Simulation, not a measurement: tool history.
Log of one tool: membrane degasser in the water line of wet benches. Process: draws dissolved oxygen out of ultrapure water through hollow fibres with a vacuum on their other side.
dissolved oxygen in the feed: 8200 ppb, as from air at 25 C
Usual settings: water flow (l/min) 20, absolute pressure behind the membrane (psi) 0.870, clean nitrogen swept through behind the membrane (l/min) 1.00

run      day  water flow (l/min)  absolute pressure behind the membrane (psi)  clean nitrogen swept through behind the membrane (l/min)  dissolved oxygen in the water behind the degasser (ppb)  pressure that the water loses in the fibres (psi)
  1    0.000                  20                                        0.870                                                      1.00                                                    137.2                                              5.397
  2    3.742                  20                                        0.870                                                      1.00                                                    135.9                                              5.382
  3    8.154                  20                                        0.870                                                      1.00                                                    135.9                                              5.382
  4   11.850                  20                                        0.870                                                      1.00                                                    133.9                                              5.384
  5   16.383                  12                                        0.870                                                      1.00                                                     82.0                                              3.240
  6   21.396                  12                                        0.870                                                      1.00                                                     82.8                                              3.227
  7   23.854                  31                                        0.870                                                      1.00                                                    208.3                                              8.386
  8   28.875                  28                                        0.870                                                      1.00                                                    188.9                                              7.546
  9   32.971                  20                                        0.870                                                      1.00                                                    136.8                                              5.384
 10   36.771                  20                                        0.870                                                      1.00                                                    136.4                                              5.368
 11   39.350                  20                                        0.870                                                      1.00                                                    136.6                                              5.393
 12   42.521                  20                                        0.870                                                      0.99                                                    138.0                                              5.366
 13   45.225                  20                                        0.870                                                      0.99                                                    138.8                                              5.382
 14   49.975                  20                                        0.870                                                      0.99                                                    139.8                                              5.414
 15   52.517                  20                                        0.870                                                      0.99                                                    138.7                                              5.378
      52.988  -- vacuum gauge calibrated
 16   55.225                  22                                        0.870                                                      1.00                                                    150.9                                              5.981
      56.792  -- seals of the vacuum lines changed
 17   57.488                  22                                        0.870                                                      1.00                                                    150.3                                              5.962
 18   62.325                  20                                        0.870                                                      2.48                                                     66.2                                              5.390
 19   65.683                  28                                        0.870                                                      0.41                                                    359.9                                              7.593
 20   69.208                  24                                        1.368                                                      0.57                                                    513.6                                              6.492
 21   73.900                  24                                        1.227                                                      0.48                                                    500.7                                              6.479
      74.388  -- vacuum gauge calibrated, once more
 22   77.512                  13                                        0.587                                                      0.60                                                     45.6                                              3.524
 23   79.979                  14                                        0.870                                                      2.08                                                     49.1                                              3.774
 24   82.954                  14                                        0.870                                                      2.08                                                     49.5                                              3.796
 25   86.367                  14                                        0.870                                                      2.08                                                     49.6                                              3.800
 26   89.475                  25                                        0.870                                                      1.36                                                    132.7                                              6.807
 27   91.700                  24                                        1.001                                                      0.97                                                    217.2                                              6.474
 28   96.117                  21                                        0.938                                                      0.65                                                    230.2                                              5.683
 29   98.433                  20                                        0.699                                                      1.00                                                     84.5                                              5.414
 30  101.596                  20                                        0.699                                                      1.00                                                     86.0                                              5.439
 31  105.888                  20                                        0.870                                                      0.56                                                    211.5                                              5.414
 32  110.321                  20                                        0.870                                                      0.56                                                    216.9                                              5.448

3 ways to go on from here, each from the tool as it stands after run 32. What would each give?
  A  112.742                  20                                        1.494                                                      0.56                                                        ?                                                  ?
  B  112.742                  26                                        0.579                                                      1.05                                                        ?                                                  ?
  C  112.742                  17                                        1.140                                                      0.56                                                        ?                                                  ?

run  dissolved oxygen in the water behind the degasser (ppb)  pressure that the water loses in the fibres (psi)
  A                                                    507.8                                              5.404
  B                                                     65.3                                              7.056
  C                                                    299.0                                              4.646
Without the tool's hidden state the same runs would have given:
run  dissolved oxygen in the water behind the degasser (ppb)  pressure that the water loses in the fibres (psi)
  A                                                    502.7                                              5.282
  B                                                     59.7                                              6.898
  C                                                    294.6                                              4.541
